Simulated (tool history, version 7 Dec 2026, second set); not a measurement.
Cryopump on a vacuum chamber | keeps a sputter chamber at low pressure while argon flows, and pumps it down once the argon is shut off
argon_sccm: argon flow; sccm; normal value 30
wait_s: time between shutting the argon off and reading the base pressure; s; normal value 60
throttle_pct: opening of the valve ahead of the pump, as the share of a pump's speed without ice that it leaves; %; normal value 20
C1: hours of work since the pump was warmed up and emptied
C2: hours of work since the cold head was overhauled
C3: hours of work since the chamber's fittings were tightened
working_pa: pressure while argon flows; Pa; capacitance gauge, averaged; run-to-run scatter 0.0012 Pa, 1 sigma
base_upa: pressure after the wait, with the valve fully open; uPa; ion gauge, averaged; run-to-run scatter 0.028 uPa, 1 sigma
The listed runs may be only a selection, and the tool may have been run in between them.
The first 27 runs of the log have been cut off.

{"run": 28, "day": 33.0, "argon_sccm": 28, "wait_s": 87, "throttle_pct": 24, "C1": 873, "C2": 873, "C3": 841, "working_pa": 0.2288, "base_upa": 1.9}
{"run": 29, "day": 33.883, "argon_sccm": 53, "wait_s": 87, "throttle_pct": 24, "C1": 885, "C2": 885, "C3": 853, "working_pa": 0.4327, "base_upa": 1.93}
{"run": 30, "day": 35.075, "argon_sccm": 25, "wait_s": 60, "throttle_pct": 20, "C1": 900, "C2": 900, "C3": 869, "working_pa": 0.2442, "base_upa": 2.13}
{"run": 31, "day": 35.958, "argon_sccm": 24, "wait_s": 165, "throttle_pct": 25, "C1": 912, "C2": 912, "C3": 881, "working_pa": 0.19, "base_upa": 1.56}
{"run": 32, "day": 37.379, "argon_sccm": 42, "wait_s": 63, "throttle_pct": 40, "C1": 931, "C2": 931, "C3": 899, "working_pa": 0.2137, "base_upa": 2.18}
{"run": 33, "day": 38.829, "argon_sccm": 42, "wait_s": 63, "throttle_pct": 40, "C1": 950, "C2": 950, "C3": 919, "working_pa": 0.2125, "base_upa": 2.21}
{"run": 34, "day": 39.617, "argon_sccm": 36, "wait_s": 60, "throttle_pct": 21, "C1": 961, "C2": 961, "C3": 929, "working_pa": 0.3334, "base_upa": 2.28}
{"run": 35, "day": 40.983, "argon_sccm": 22, "wait_s": 60, "throttle_pct": 21, "C1": 979, "C2": 979, "C3": 947, "working_pa": 0.206, "base_upa": 2.25}

Here are 3 independent what-if runs from the current tool condition. What would each one return?
{"run": "A", "day": 42.683, "argon_sccm": 30, "wait_s": 38, "throttle_pct": 20, "C1": 1001, "C2": 1001, "C3": 970, "working_pa": "?", "base_upa": "?"}
{"run": "B", "day": 42.683, "argon_sccm": 53, "wait_s": 48, "throttle_pct": 54, "C1": 1001, "C2": 1001, "C3": 970, "working_pa": "?", "base_upa": "?"}
{"run": "C", "day": 42.683, "argon_sccm": 33, "wait_s": 145, "throttle_pct": 21, "C1": 1001, "C2": 1001, "C3": 970, "working_pa": "?", "base_upa": "?"}

run=A working_pa=0.2940 base_upa=2.80
run=B working_pa=0.2086 base_upa=2.60
run=C working_pa=0.3098 base_upa=1.77
Without the tool's unlogged condition, the same runs would have read:
run=A working_pa=0.2809 base_upa=1.79
run=B working_pa=0.1853 base_upa=1.55
run=C working_pa=0.2954 base_upa=0.74

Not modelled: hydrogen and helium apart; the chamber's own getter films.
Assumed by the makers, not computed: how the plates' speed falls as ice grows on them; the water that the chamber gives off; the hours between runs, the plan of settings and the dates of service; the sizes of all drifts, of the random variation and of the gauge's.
